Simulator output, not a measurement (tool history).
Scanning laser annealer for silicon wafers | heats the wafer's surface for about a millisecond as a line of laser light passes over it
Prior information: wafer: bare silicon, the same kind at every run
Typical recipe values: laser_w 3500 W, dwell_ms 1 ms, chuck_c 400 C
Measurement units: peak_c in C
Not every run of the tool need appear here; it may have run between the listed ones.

run   hour  laser_w  dwell_ms  chuck_c  peak_c
  1      0     3500         1      400    1153
  2   11.9     3500         1      400    1149
  3   20.9     3500         1      400    1146
  4   31.8     3122         1      400    1072
  5   43.2     3122         1      400    1066
  6   54.4     3122         1      400    1067
  7     60     3122         1      400    1064
  8     65     3122         1      400    1066
  9   74.2     3500      0.87      400    1087
 10   79.3     3500         1      400    1141
 11     90     3500         1      400    1143
 12   95.9     3500      1.12      400    1187
 13  101.4     3500      1.12      400    1190
 14  113.3     3500      1.12      435    1223
 15  125.7     3500      1.12      435    1222
     130.5  -- window over the wafer cleaned
 16  136.1     3500      1.12      435    1254
 17  142.5     3500      1.12      435    1250
 18  148.6     3500         1      400    1168
 19  157.3     3500         1      400    1165
 20  164.8     3500         1      400    1166
 21    177     3500         1      400    1163
 22  185.9     3500         1      363    1124
 23  197.2     3500      0.95      400    1143
 24  203.8     3109      0.97      385    1055
 25  212.5     3247      1.13      413    1172
 26  219.8     2989         1      440    1093
 27  226.5     3815       0.7      386    1062
 28  234.7     3566      0.97      395    1155
 29  242.6     3345      1.06      361    1115
 30  250.7     3744      1.02      435    1255
 31  256.8     3500      0.97      439    1188
 32    266     3500         1      395    1156
 33    272     3500         1      395    1155
 34  283.8     3500         1      395    1155
 35  295.5     3057      1.14      411    1125
 36  305.3     3702      0.73      411    1080
 37  314.9     3500      0.71      391    1013
 38  323.3     3500      0.91      365    1083
 39  328.3     2977      0.94      415    1038
 40  335.5     2977      0.94      415    1036

For each run, the measured value with the value that run would have given without the tool's hidden condition subtracted. The run-to-run variation is shared by both, the gauge scatter possibly not:
The tool's hidden condition here consists of: light that passes the window, % of a clean one's; laser's true power over the reading, %; width of the line over the set one, %; drift of the gauge itself on peak_c, C.
run  peak_c
  1     -24
  2     -25
  3     -26
  4     -23
  5     -24
  6     -25
  7     -25
  8     -25
  9     -27
 10     -30
 11     -30
 12     -33
 13     -33
 14     -34
 15     -35
 16      -5
 17      -6
 18      -6
 19      -6
 20      -7
 21      -8
 22      -8
 23      -9
 24      -9
 25     -10
 26      -9
 27     -10
 28     -12
 29     -12
 30     -14
 31     -13
 32     -14
 33     -14
 34     -15
 35     -15
 36     -15
 37     -14
 38     -16
 39     -14
 40     -15
